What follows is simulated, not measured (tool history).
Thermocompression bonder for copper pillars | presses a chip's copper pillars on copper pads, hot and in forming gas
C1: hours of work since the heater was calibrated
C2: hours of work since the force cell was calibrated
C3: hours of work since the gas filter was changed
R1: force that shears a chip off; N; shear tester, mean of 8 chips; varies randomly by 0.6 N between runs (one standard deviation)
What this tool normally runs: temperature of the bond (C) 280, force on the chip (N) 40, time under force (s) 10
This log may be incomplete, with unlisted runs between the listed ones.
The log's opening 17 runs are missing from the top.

run 18 day=5.175 | temperature_of_the_bond_(C)=280 force_on_the_chip_(N)=40 time_under_force_(s)=10 | C1=157 C2=489 C3=15 | R1=44.4
run 19 day=5.554 | temperature_of_the_bond_(C)=280 force_on_the_chip_(N)=40 time_under_force_(s)=10 | C1=161 C2=493 C3=19 | R1=43.6
run 20 day=5.850 | temperature_of_the_bond_(C)=280 force_on_the_chip_(N)=40 time_under_force_(s)=10 | C1=164 C2=496 C3=22 | R1=43.4
run 21 day=6.233 | temperature_of_the_bond_(C)=255 force_on_the_chip_(N)=40 time_under_force_(s)=11 | C1=168 C2=500 C3=26 | R1=32.3
run 22 day=6.579 | temperature_of_the_bond_(C)=280 force_on_the_chip_(N)=57 time_under_force_(s)=10 | C1=171 C2=503 C3=29 | R1=53.7
run 23 day=6.950 | temperature_of_the_bond_(C)=286 force_on_the_chip_(N)=57 time_under_force_(s)=7 | C1=175 C2=507 C3=33 | R1=52.2
run 24 day=7.142 | temperature_of_the_bond_(C)=306 force_on_the_chip_(N)=40 time_under_force_(s)=10 | C1=177 C2=509 C3=35 | R1=60.9
run 25 day=7.512 | temperature_of_the_bond_(C)=300 force_on_the_chip_(N)=47 time_under_force_(s)=10 | C1=181 C2=513 C3=38 | R1=61.5
run 26 day=7.733 | temperature_of_the_bond_(C)=258 force_on_the_chip_(N)=47 time_under_force_(s)=12 | C1=183 C2=515 C3=40 | R1=39.5
run 27 day=7.900 | temperature_of_the_bond_(C)=267 force_on_the_chip_(N)=37 time_under_force_(s)=7 | C1=184 C2=516 C3=42 | R1=29.7
run 28 day=8.100 | temperature_of_the_bond_(C)=267 force_on_the_chip_(N)=37 time_under_force_(s)=7 | C1=186 C2=518 C3=44 | R1=29.8
run 29 day=8.429 | temperature_of_the_bond_(C)=299 force_on_the_chip_(N)=30 time_under_force_(s)=7 | C1=190 C2=522 C3=47 | R1=40.5
run 30 day=8.758 | temperature_of_the_bond_(C)=305 force_on_the_chip_(N)=30 time_under_force_(s)=6 | C1=193 C2=525 C3=51 | R1=41.4
run 31 day=9.008 | temperature_of_the_bond_(C)=305 force_on_the_chip_(N)=30 time_under_force_(s)=16 | C1=195 C2=527 C3=53 | R1=59.3
run 32 day=9.325 | temperature_of_the_bond_(C)=305 force_on_the_chip_(N)=30 time_under_force_(s)=16 | C1=198 C2=530 C3=56 | R1=59.4
run 33 day=9.712 | temperature_of_the_bond_(C)=280 force_on_the_chip_(N)=27 time_under_force_(s)=10 | C1=202 C2=534 C3=60 | R1=34.2
run 34 day=9.929 | temperature_of_the_bond_(C)=285 force_on_the_chip_(N)=27 time_under_force_(s)=14 | C1=204 C2=536 C3=62 | R1=42.1
run 35 day=10.192 | temperature_of_the_bond_(C)=269 force_on_the_chip_(N)=55 time_under_force_(s)=10 | C1=207 C2=539 C3=65 | R1=46.3
run 36 day=10.550 | temperature_of_the_bond_(C)=287 force_on_the_chip_(N)=49 time_under_force_(s)=5 | C1=211 C2=543 C3=68 | R1=40.9
run 37 day=10.842 | temperature_of_the_bond_(C)=274 force_on_the_chip_(N)=32 time_under_force_(s)=17 | C1=213 C2=546 C3=71 | R1=42.6
run 38 day=11.129 | temperature_of_the_bond_(C)=274 force_on_the_chip_(N)=32 time_under_force_(s)=17 | C1=216 C2=548 C3=74 | R1=42.6
run 39 day=11.496 | temperature_of_the_bond_(C)=254 force_on_the_chip_(N)=48 time_under_force_(s)=7 | C1=220 C2=552 C3=78 | R1=29.2

Below are 5 alternative next runs, each starting from the tool's condition after run 39. Predict each:
run A day=11.683 | temperature_of_the_bond_(C)=280 force_on_the_chip_(N)=40 time_under_force_(s)=6 | C1=222 C2=554 C3=80 | R1=?
run B day=11.683 | temperature_of_the_bond_(C)=254 force_on_the_chip_(N)=42 time_under_force_(s)=7 | C1=222 C2=554 C3=80 | R1=?
run C day=11.683 | temperature_of_the_bond_(C)=280 force_on_the_chip_(N)=27 time_under_force_(s)=19 | C1=222 C2=554 C3=80 | R1=?
run D day=11.683 | temperature_of_the_bond_(C)=280 force_on_the_chip_(N)=39 time_under_force_(s)=10 | C1=222 C2=554 C3=80 | R1=?
run E day=11.683 | temperature_of_the_bond_(C)=301 force_on_the_chip_(N)=29 time_under_force_(s)=7 | C1=222 C2=554 C3=80 | R1=?

run=A R1=36.3
run=B R1=26.7
run=C R1=42.1
run=D R1=43.6
run=E R1=40.1
What these runs would have given with no unlogged condition in the tool:
run=A R1=36.3
run=B R1=26.7
run=C R1=42.2
run=D R1=43.7
run=E R1=40.1
